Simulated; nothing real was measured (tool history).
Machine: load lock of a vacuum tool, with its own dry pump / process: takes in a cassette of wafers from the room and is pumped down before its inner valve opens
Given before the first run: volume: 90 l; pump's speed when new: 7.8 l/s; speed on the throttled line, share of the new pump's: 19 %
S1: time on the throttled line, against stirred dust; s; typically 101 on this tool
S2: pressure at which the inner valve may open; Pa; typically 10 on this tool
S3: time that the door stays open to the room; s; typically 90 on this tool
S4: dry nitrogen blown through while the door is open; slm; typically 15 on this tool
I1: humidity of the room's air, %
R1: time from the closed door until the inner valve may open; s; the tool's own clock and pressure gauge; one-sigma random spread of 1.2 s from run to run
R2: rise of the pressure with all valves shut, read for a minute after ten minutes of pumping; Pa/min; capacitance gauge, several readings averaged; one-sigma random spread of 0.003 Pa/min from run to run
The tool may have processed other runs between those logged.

{"run": 1, "hour": 0.0, "S1": 101, "S2": 10, "S3": 90, "S4": 15, "I1": 41.8, "R1": 213.2, "R2": 0.086}
{"run": 2, "hour": 302.0, "S1": 101, "S2": 10, "S3": 90, "S4": 15, "I1": 43.9, "R1": 208.7, "R2": 0.098}
{"run": 3, "hour": 798.7, "S1": 101, "S2": 10, "S3": 90, "S4": 15, "I1": 43.8, "R1": 212.9, "R2": 0.113}
{"run": 4, "hour": 1367.1, "S1": 101, "S2": 10, "S3": 90, "S4": 15, "I1": 42.8, "R1": 210.6, "R2": 0.132}
{"run": 5, "hour": 1883.7, "S1": 101, "S2": 10, "S3": 90, "S4": 15, "I1": 46.4, "R1": 214.9, "R2": 0.163}
{"run": 6, "hour": 2224.2, "S1": 101, "S2": 10, "S3": 90, "S4": 15, "I1": 46.3, "R1": 214.1, "R2": 0.174}
{"run": 7, "hour": 2563.5, "S1": 101, "S2": 10, "S3": 90, "S4": 15, "I1": 46.9, "R1": 216.1, "R2": 0.184}
{"hour": 2898.2, "done": "door's seal changed, seat wiped"}
{"run": 8, "hour": 3014.4, "S1": 101, "S2": 10, "S3": 90, "S4": 15, "I1": 42.8, "R1": 216.5, "R2": 0.036}
{"run": 9, "hour": 3388.1, "S1": 101, "S2": 10, "S3": 50, "S4": 15, "I1": 45.9, "R1": 213.9, "R2": 0.041}
{"run": 10, "hour": 3780.7, "S1": 101, "S2": 10, "S3": 50, "S4": 15, "I1": 44.9, "R1": 216.7, "R2": 0.049}
{"hour": 4107.4, "done": "dry pump taken out, an overhauled one fitted"}
{"run": 11, "hour": 4291.8, "S1": 101, "S2": 10, "S3": 62, "S4": 15, "I1": 43.2, "R1": 188.3, "R2": 0.055}
{"run": 12, "hour": 4763.4, "S1": 101, "S2": 10, "S3": 62, "S4": 15, "I1": 44.0, "R1": 188.7, "R2": 0.063}
{"run": 13, "hour": 5315.4, "S1": 101, "S2": 10, "S3": 90, "S4": 15, "I1": 46.0, "R1": 189.6, "R2": 0.087}
{"run": 14, "hour": 5808.1, "S1": 101, "S2": 10, "S3": 90, "S4": 15, "I1": 46.2, "R1": 189.6, "R2": 0.102}
{"run": 15, "hour": 6245.0, "S1": 101, "S2": 10, "S3": 90, "S4": 41, "I1": 43.3, "R1": 192.3, "R2": 0.109}
{"run": 16, "hour": 6561.9, "S1": 101, "S2": 10, "S3": 90, "S4": 41, "I1": 46.8, "R1": 190.1, "R2": 0.116}
{"run": 17, "hour": 6935.7, "S1": 101, "S2": 17, "S3": 90, "S4": 15, "I1": 44.8, "R1": 185.3, "R2": 0.146}
{"run": 18, "hour": 7304.7, "S1": 101, "S2": 10, "S3": 90, "S4": 15, "I1": 41.3, "R1": 191.4, "R2": 0.164}
{"run": 19, "hour": 7666.5, "S1": 101, "S2": 10, "S3": 90, "S4": 15, "I1": 46.7, "R1": 192.3, "R2": 0.186}
{"run": 20, "hour": 7992.9, "S1": 80, "S2": 10, "S3": 36, "S4": 8, "I1": 42.8, "R1": 175.2, "R2": 0.195}
{"hour": 8023.4, "done": "door's seal changed, seat wiped"}
{"run": 21, "hour": 8382.4, "S1": 80, "S2": 10, "S3": 36, "S4": 8, "I1": 45.4, "R1": 177.3, "R2": 0.043}
{"run": 22, "hour": 8860.1, "S1": 127, "S2": 16, "S3": 72, "S4": 14, "I1": 46.1, "R1": 204.4, "R2": 0.05}
{"run": 23, "hour": 9267.8, "S1": 165, "S2": 10, "S3": 36, "S4": 15, "I1": 44.7, "R1": 244.8, "R2": 0.046}
{"run": 24, "hour": 9842.2, "S1": 165, "S2": 15, "S3": 36, "S4": 10, "I1": 45.9, "R1": 240.4, "R2": 0.069}
{"run": 25, "hour": 10209.6, "S1": 101, "S2": 10, "S3": 80, "S4": 28, "I1": 46.8, "R1": 194.1, "R2": 0.077}
{"run": 26, "hour": 10741.3, "S1": 53, "S2": 8, "S3": 80, "S4": 26, "I1": 44.6, "R1": 159.6, "R2": 0.088}
{"run": 27, "hour": 11219.3, "S1": 101, "S2": 10, "S3": 90, "S4": 6, "I1": 52.5, "R1": 195.1, "R2": 0.132}
{"run": 28, "hour": 11699.9, "S1": 63, "S2": 18, "S3": 95, "S4": 26, "I1": 45.7, "R1": 158.3, "R2": 0.137}
{"run": 29, "hour": 12150.0, "S1": 101, "S2": 17, "S3": 90, "S4": 15, "I1": 46.6, "R1": 191.1, "R2": 0.156}
{"run": 30, "hour": 12698.0, "S1": 101, "S2": 18, "S3": 90, "S4": 15, "I1": 44.1, "R1": 190.5, "R2": 0.18}
{"run": 31, "hour": 12982.1, "S1": 101, "S2": 18, "S3": 90, "S4": 15, "I1": 43.6, "R1": 190.3, "R2": 0.202}
{"hour": 13151.9, "done": "door's seal changed, seat wiped"}
{"run": 32, "hour": 13308.4, "S1": 101, "S2": 13, "S3": 90, "S4": 10, "I1": 41.2, "R1": 194.9, "R2": 0.046}
{"run": 33, "hour": 13700.0, "S1": 89, "S2": 9, "S3": 26, "S4": 13, "I1": 46.8, "R1": 189.5, "R2": 0.036}
{"run": 34, "hour": 14049.8, "S1": 89, "S2": 9, "S3": 54, "S4": 39, "I1": 43.1, "R1": 192.9, "R2": 0.028}
{"run": 35, "hour": 14378.3, "S1": 103, "S2": 10, "S3": 93, "S4": 41, "I1": 45.3, "R1": 203.3, "R2": 0.048}
{"run": 36, "hour": 14667.0, "S1": 72, "S2": 18, "S3": 90, "S4": 15, "I1": 41.6, "R1": 167.6, "R2": 0.061}
{"run": 37, "hour": 15240.3, "S1": 51, "S2": 18, "S3": 64, "S4": 15, "I1": 43.7, "R1": 153.1, "R2": 0.079}
{"run": 38, "hour": 15733.0, "S1": 51, "S2": 18, "S3": 64, "S4": 15, "I1": 44.6, "R1": 154.0, "R2": 0.088}

What if the next run were any one of these 3? Each begins from the tool's condition after run 38:
{"run": "A", "hour": 16055.2, "S1": 102, "S2": 10, "S3": 90, "S4": 10, "I1": 45.1, "R1": "?", "R2": "?"}
{"run": "B", "hour": 16055.2, "S1": 78, "S2": 10, "S3": 64, "S4": 15, "I1": 45.1, "R1": "?", "R2": "?"}
{"run": "C", "hour": 16055.2, "S1": 98, "S2": 9, "S3": 49, "S4": 15, "I1": 44.5, "R1": "?", "R2": "?"}

run=A R1=201.4 R2=0.112
run=B R1=184.4 R2=0.102
run=C R1=201.4 R2=0.094
With the hidden condition removed and each run's random variation left untouched, the same runs would have given:
run=A R1=187.7 R2=0.045
run=B R1=169.8 R2=0.035
run=C R1=187.2 R2=0.029
